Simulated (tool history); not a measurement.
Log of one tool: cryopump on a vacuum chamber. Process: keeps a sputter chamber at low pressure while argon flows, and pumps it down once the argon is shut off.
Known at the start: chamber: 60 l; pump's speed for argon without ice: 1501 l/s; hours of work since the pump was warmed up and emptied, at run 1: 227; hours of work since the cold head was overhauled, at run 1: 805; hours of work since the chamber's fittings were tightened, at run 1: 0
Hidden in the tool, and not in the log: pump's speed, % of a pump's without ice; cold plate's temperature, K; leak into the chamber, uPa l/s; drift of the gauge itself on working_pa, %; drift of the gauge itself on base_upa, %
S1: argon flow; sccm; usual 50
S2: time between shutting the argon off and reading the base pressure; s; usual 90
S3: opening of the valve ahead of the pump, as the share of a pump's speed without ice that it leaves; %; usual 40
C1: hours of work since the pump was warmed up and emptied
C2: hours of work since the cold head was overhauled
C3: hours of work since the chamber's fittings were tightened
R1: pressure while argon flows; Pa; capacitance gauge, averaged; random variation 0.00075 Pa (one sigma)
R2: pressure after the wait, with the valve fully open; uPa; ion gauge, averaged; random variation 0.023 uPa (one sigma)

run 1 hour=0 | S1=50 S2=90 S3=40 | C1=227 C2=805 C3=0 | R1=0.1442 R2=0.77
run 2 hour=85.8 | S1=50 S2=90 S3=40 | C1=298 C2=876 C3=71 | R1=0.1467 R2=0.87
run 3 hour=149.8 | S1=50 S2=90 S3=40 | C1=351 C2=929 C3=124 | R1=0.1471 R2=0.92
run 4 hour=247.8 | S1=50 S2=90 S3=40 | C1=432 C2=1010 C3=205 | R1=0.1468 R2=0.94
run 5 hour=291.7 | S1=50 S2=90 S3=40 | C1=468 C2=1046 C3=241 | R1=0.1492 R2=0.96
run 6 hour=365.8 | S1=50 S2=90 S3=40 | C1=529 C2=1107 C3=302 | R1=0.1495 R2=1.02
run 7 hour=419.2 | S1=50 S2=90 S3=40 | C1=573 C2=1152 C3=346 | R1=0.151 R2=1.16
-- hour=430.7 pump warmed up, emptied and cooled again
run 8 hour=501.8 | S1=50 S2=90 S3=21 | C1=59 C2=1216 C3=410 | R1=0.2699 R2=1.06
run 9 hour=562.7 | S1=50 S2=90 S3=16 | C1=109 C2=1266 C3=460 | R1=0.3531 R2=1.16
run 10 hour=628.6 | S1=50 S2=90 S3=16 | C1=163 C2=1320 C3=515 | R1=0.3546 R2=1.19
run 11 hour=704.3 | S1=50 S2=90 S3=16 | C1=226 C2=1383 C3=577 | R1=0.3552 R2=1.23
run 12 hour=806.8 | S1=50 S2=90 S3=40 | C1=310 C2=1467 C3=662 | R1=0.1463 R2=1.3
run 13 hour=855.3 | S1=50 S2=25 S3=40 | C1=350 C2=1507 C3=702 | R1=0.1473 R2=2.83
run 14 hour=955.3 | S1=50 S2=90 S3=57 | C1=433 C2=1590 C3=784 | R1=0.1051 R2=1.39
run 15 hour=1012.3 | S1=50 S2=82 S3=40 | C1=480 C2=1637 C3=831 | R1=0.149 R2=1.53
run 16 hour=1078.8 | S1=50 S2=82 S3=40 | C1=535 C2=1692 C3=886 | R1=0.1494 R2=1.59
-- hour=1132.5 pump warmed up, emptied and cooled again
run 17 hour=1147.5 | S1=50 S2=76 S3=40 | C1=12 C2=1744 C3=939 | R1=0.1413 R2=1.55
run 18 hour=1199.5 | S1=50 S2=76 S3=45 | C1=55 C2=1787 C3=982 | R1=0.127 R2=1.61
run 19 hour=1246.3 | S1=32 S2=67 S3=41 | C1=94 C2=1826 C3=1020 | R1=0.0899 R2=1.75
run 20 hour=1326.1 | S1=32 S2=67 S3=41 | C1=160 C2=1892 C3=1086 | R1=0.0902 R2=1.85
run 21 hour=1428.6 | S1=71 S2=25 S3=21 | C1=244 C2=1976 C3=1171 | R1=0.3885 R2=3.1
run 22 hour=1514.2 | S1=30 S2=63 S3=28 | C1=315 C2=2047 C3=1242 | R1=0.1245 R2=2.05
run 23 hour=1619.9 | S1=30 S2=63 S3=43 | C1=402 C2=2134 C3=1329 | R1=0.0814 R2=2.17
run 24 hour=1705.3 | S1=30 S2=63 S3=43 | C1=473 C2=2205 C3=1399 | R1=0.0843 R2=2.25
run 25 hour=1754.9 | S1=57 S2=63 S3=43 | C1=514 C2=2246 C3=1440 | R1=0.1595 R2=2.27
-- hour=1800 leaking fittings of the chamber tightened, without venting
-- hour=1836.7 pump warmed up, emptied and cooled again
run 26 hour=1841.7 | S1=24 S2=63 S3=24 | C1=4 C2=2312 C3=30 | R1=0.1131 R2=1.03
run 27 hour=1925.6 | S1=86 S2=90 S3=37 | C1=73 C2=2381 C3=100 | R1=0.2646 R2=0.83
run 28 hour=2016.6 | S1=47 S2=84 S3=37 | C1=149 C2=2456 C3=175 | R1=0.146 R2=0.93
run 29 hour=2109.4 | S1=47 S2=84 S3=37 | C1=225 C2=2533 C3=251 | R1=0.1478 R2=1.01
run 30 hour=2183.8 | S1=42 S2=90 S3=38 | C1=287 C2=2594 C3=313 | R1=0.1286 R2=1.09
run 31 hour=2238.1 | S1=42 S2=90 S3=38 | C1=331 C2=2639 C3=358 | R1=0.129 R2=1.07
run 32 hour=2314.3 | S1=42 S2=90 S3=38 | C1=394 C2=2702 C3=420 | R1=0.1306 R2=1.16
run 33 hour=2406.6 | S1=42 S2=90 S3=38 | C1=470 C2=2778 C3=497 | R1=0.131 R2=1.24
run 34 hour=2473.9 | S1=94 S2=210 S3=16 | C1=526 C2=2833 C3=552 | R1=0.6798 R2=0.94

The same runs without the tool's hidden state, with the same run-to-run variation:
run=1 R1=0.1403 R2=0.74
run=2 R1=0.1416 R2=0.78
run=3 R1=0.1412 R2=0.78
run=4 R1=0.1397 R2=0.73
run=5 R1=0.1413 R2=0.72
run=6 R1=0.1406 R2=0.71
run=7 R1=0.1414 R2=0.8
run=8 R1=0.2685 R2=0.73
run=9 R1=0.351 R2=0.78
run=10 R1=0.3516 R2=0.76
run=11 R1=0.3512 R2=0.75
run=12 R1=0.1412 R2=0.73
run=13 R1=0.1416 R2=2.2
run=14 R1=0.0981 R2=0.72
run=15 R1=0.1412 R2=0.77
run=16 R1=0.1408 R2=0.78
run=17 R1=0.1401 R2=0.8
run=18 R1=0.1252 R2=0.83
run=19 R1=0.0884 R2=0.94
run=20 R1=0.0881 R2=0.96
run=21 R1=0.3822 R2=2.13
run=22 R1=0.1212 R2=0.98
run=23 R1=0.0772 R2=0.99
run=24 R1=0.0794 R2=1
run=25 R1=0.1495 R2=0.99
run=26 R1=0.1123 R2=0.98
run=27 R1=0.2603 R2=0.72
run=28 R1=0.1428 R2=0.76
run=29 R1=0.1435 R2=0.77
run=30 R1=0.124 R2=0.79
run=31 R1=0.1238 R2=0.73
run=32 R1=0.1245 R2=0.76
run=33 R1=0.1239 R2=0.76
run=34 R1=0.6621 R2=0.41
